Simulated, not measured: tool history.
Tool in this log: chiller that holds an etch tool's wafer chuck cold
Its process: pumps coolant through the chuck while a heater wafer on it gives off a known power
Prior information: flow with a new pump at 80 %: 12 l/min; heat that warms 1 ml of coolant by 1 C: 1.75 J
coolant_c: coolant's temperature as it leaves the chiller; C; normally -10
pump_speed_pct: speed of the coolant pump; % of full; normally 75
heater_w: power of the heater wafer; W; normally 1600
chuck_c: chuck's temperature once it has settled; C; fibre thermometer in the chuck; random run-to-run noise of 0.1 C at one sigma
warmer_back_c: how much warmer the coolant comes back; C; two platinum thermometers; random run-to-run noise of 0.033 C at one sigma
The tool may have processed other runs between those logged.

run	day	coolant_c	pump_speed_pct	heater_w	chuck_c	warmer_back_c
1	0.000	-10	75	1600	0.9	4.87
2	0.875	-10	75	1600	0.8	4.91
3	2.300	-10	75	1600	0.8	4.87
4	3.362	-10	75	1600	0.8	4.77
5	4.567	-10	75	1600	1.0	4.81
6	5.162	-10	75	1600	1.0	4.83
7	6.083	-10	75	1600	0.8	4.82
8	7.117	-10	81	1600	0.4	4.40
9	8.567	-10	81	1600	0.4	4.40
10	9.162	-10	75	1600	0.8	4.84
11	10.392	-10	75	1600	0.7	4.77
12	11.817	-10	75	1140	-2.3	3.33
# day 12.325: chiller's thermometer calibrated
13	13.271	-10	75	1140	-2.2	3.29
14	13.900	-10	75	1140	-2.2	3.30
15	14.512	-10	75	1600	0.7	4.74
16	15.812	-11	75	1600	0.0	4.78
17	16.800	-10	70	1938	3.7	6.10
18	17.504	0	95	1938	11.6	4.50
19	18.567	0	95	1938	11.7	4.53
20	19.867	-10	95	962	-4.4	2.08
21	21.183	-1	95	2128	11.7	4.94
22	22.321	-1	95	2128	11.8	4.96
23	23.108	-15	95	934	-9.3	2.00
24	23.992	-8	75	1600	2.7	4.55
25	24.671	-8	75	1600	2.8	4.60
26	25.712	-8	75	1600	2.9	4.56
27	27.025	-10	68	1102	-2.0	3.43
# day 27.438: gauge calibrated
28	28.488	-10	67	992	-2.6	3.38
29	29.358	-13	61	1600	-0.8	5.93
30	30.800	-10	60	1600	2.4	6.01
31	31.442	-10	72	1600	1.1	5.07

Consider 3 possible next runs. They are alternatives, not a sequence: every one starts from the tool as it was left by run 31. What does each give?
A	32.358	-14	86	2358	?	?
B	32.358	-10	72	1378	?	?
C	32.358	-17	75	1195	?	?

run	chuck_c	warmer_back_c
A	1.1	6.17
B	-0.3	4.32
C	-8.9	3.61
Stripped of hidden state, with their random variation kept, the same runs would have yielded:
run	chuck_c	warmer_back_c
A	1.1	6.23
B	-0.3	4.37
C	-8.9	3.66
